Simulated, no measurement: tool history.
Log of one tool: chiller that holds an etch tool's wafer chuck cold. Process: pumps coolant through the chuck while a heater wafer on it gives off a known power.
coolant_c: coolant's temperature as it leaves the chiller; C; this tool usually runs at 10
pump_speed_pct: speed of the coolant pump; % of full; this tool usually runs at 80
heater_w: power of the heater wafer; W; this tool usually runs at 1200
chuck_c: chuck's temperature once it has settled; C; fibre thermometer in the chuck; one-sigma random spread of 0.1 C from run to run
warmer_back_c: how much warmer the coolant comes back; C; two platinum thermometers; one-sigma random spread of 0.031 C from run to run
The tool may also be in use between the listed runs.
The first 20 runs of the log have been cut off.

run 21 hour=2612.9 | coolant_c=8 pump_speed_pct=81 heater_w=980 | chuck_c=13.6 warmer_back_c=2.16
run 22 hour=2729.6 | coolant_c=4 pump_speed_pct=73 heater_w=819 | chuck_c=9.2 warmer_back_c=2.04
run 23 hour=2855 | coolant_c=4 pump_speed_pct=73 heater_w=745 | chuck_c=8.7 warmer_back_c=1.8
run 24 hour=3037.5 | coolant_c=4 pump_speed_pct=73 heater_w=745 | chuck_c=8.8 warmer_back_c=1.9
run 25 hour=3210.9 | coolant_c=9 pump_speed_pct=84 heater_w=1200 | chuck_c=15.9 warmer_back_c=2.55
run 26 hour=3367.3 | coolant_c=17 pump_speed_pct=80 heater_w=1200 | chuck_c=24.3 warmer_back_c=2.72
run 27 hour=3452.7 | coolant_c=13 pump_speed_pct=83 heater_w=1200 | chuck_c=19.8 warmer_back_c=2.57
run 28 hour=3592.3 | coolant_c=13 pump_speed_pct=83 heater_w=1200 | chuck_c=19.8 warmer_back_c=2.62
-- hour=3722.2 chiller's thermometer calibrated
run 29 hour=3722.2 | coolant_c=13 pump_speed_pct=83 heater_w=1200 | chuck_c=19.9 warmer_back_c=2.66
run 30 hour=3818.6 | coolant_c=13 pump_speed_pct=83 heater_w=1200 | chuck_c=20.1 warmer_back_c=2.66
run 31 hour=3906.9 | coolant_c=13 pump_speed_pct=69 heater_w=1200 | chuck_c=21.1 warmer_back_c=3.28
run 32 hour=4000.7 | coolant_c=8 pump_speed_pct=80 heater_w=757 | chuck_c=12.5 warmer_back_c=1.86
run 33 hour=4114.8 | coolant_c=8 pump_speed_pct=61 heater_w=952 | chuck_c=15.2 warmer_back_c=3

Each row is a separate what-if for the run after 33, all from the same tool condition, not one after another. Results?
run A hour=4290.3 | coolant_c=8 pump_speed_pct=77 heater_w=952 | chuck_c=? warmer_back_c=?
run B hour=4290.3 | coolant_c=8 pump_speed_pct=62 heater_w=643 | chuck_c=? warmer_back_c=?
run C hour=4290.3 | coolant_c=8 pump_speed_pct=77 heater_w=868 | chuck_c=? warmer_back_c=?

run=A chuck_c=14 warmer_back_c=2.43
run=B chuck_c=12.9 warmer_back_c=2.13
run=C chuck_c=13.1 warmer_back_c=2.2
What these runs would have given with no unlogged condition in the tool:
run=A chuck_c=13.9 warmer_back_c=2.12
run=B chuck_c=12.9 warmer_back_c=1.82
run=C chuck_c=13.1 warmer_back_c=1.89
